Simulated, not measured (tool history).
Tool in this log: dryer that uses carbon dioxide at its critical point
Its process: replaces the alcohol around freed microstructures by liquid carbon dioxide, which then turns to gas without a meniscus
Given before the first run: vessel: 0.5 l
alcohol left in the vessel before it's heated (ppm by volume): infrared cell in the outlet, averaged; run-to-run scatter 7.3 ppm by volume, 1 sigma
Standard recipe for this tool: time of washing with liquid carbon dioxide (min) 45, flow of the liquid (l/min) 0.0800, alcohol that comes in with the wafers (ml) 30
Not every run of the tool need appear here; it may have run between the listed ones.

run   hour  time of washing with liquid carbon dioxide (min)  flow of the liquid (l/min)  alcohol that comes in with the wafers (ml)  alcohol left in the vessel before it's heated (ppm by volume)
  1    0.0                                                45                      0.0800                                          30                                                            454
  2    9.6                                                45                      0.0800                                          30                                                            457
  3   21.4                                                45                      0.0800                                          81                                                           1111
  4   27.5                                                45                      0.0800                                          81                                                           1160
  5   33.5                                                45                      0.0559                                          81                                                           4737
  6   42.1                                                45                      0.0559                                          81                                                           4853
  7   50.7                                                45                      0.0559                                          81                                                           4926
  8   56.6                                                45                      0.0800                                          30                                                            453
  9   63.1                                                45                      0.0800                                          30                                                            481
 10   69.3                                                45                      0.0800                                          83                                                           1211
 11   80.5                                                30                      0.0800                                          83                                                           6074
 12   92.7                                                30                      0.0800                                          83                                                           6132
 13  105.2                                                30                      0.0800                                          83                                                           6225
 14  116.3                                                59                      0.0595                                          59                                                            979
 15  129.4                                                43                      0.0595                                          72                                                           4143
 16  137.8                                                43                      0.0595                                          72                                                           4193
 17  146.7                                                56                      0.0972                                          24                                                             86
 18  155.1                                                56                      0.0972                                          24                                                            100
 19  161.7                                                27                      0.0629                                          30                                                           5856
 20  169.8                                                34                      0.0596                                          30                                                           3758
 21  183.0                                                42                      0.0973                                         104                                                            855
 22  194.0                                                42                      0.0973                                         104                                                            858
 23  201.4                                                45                      0.0825                                          37                                                            527
 24  211.7                                                48                      0.0538                                          90                                                           5322

Run by run, hidden condition taken away, random variation retained:
The hidden state here: flow that reaches the vessel past the clogged filter, %; alcohol in the recycled carbon dioxide, ppm; drift of the gauge itself on alcohol_ppm, %.
run  alcohol left in the vessel before it's heated (ppm by volume)
  1                                                            362
  2                                                            360
  3                                                            930
  4                                                            969
  5                                                           4242
  6                                                           4336
  7                                                           4388
  8                                                            349
  9                                                            369
 10                                                            992
 11                                                           5406
 12                                                           5437
 13                                                           5499
 14                                                            778
 15                                                           3587
 16                                                           3622
 17                                                             22
 18                                                             35
 19                                                           5281
 20                                                           3303
 21                                                            630
 22                                                            629
 23                                                            375
 24                                                           4494

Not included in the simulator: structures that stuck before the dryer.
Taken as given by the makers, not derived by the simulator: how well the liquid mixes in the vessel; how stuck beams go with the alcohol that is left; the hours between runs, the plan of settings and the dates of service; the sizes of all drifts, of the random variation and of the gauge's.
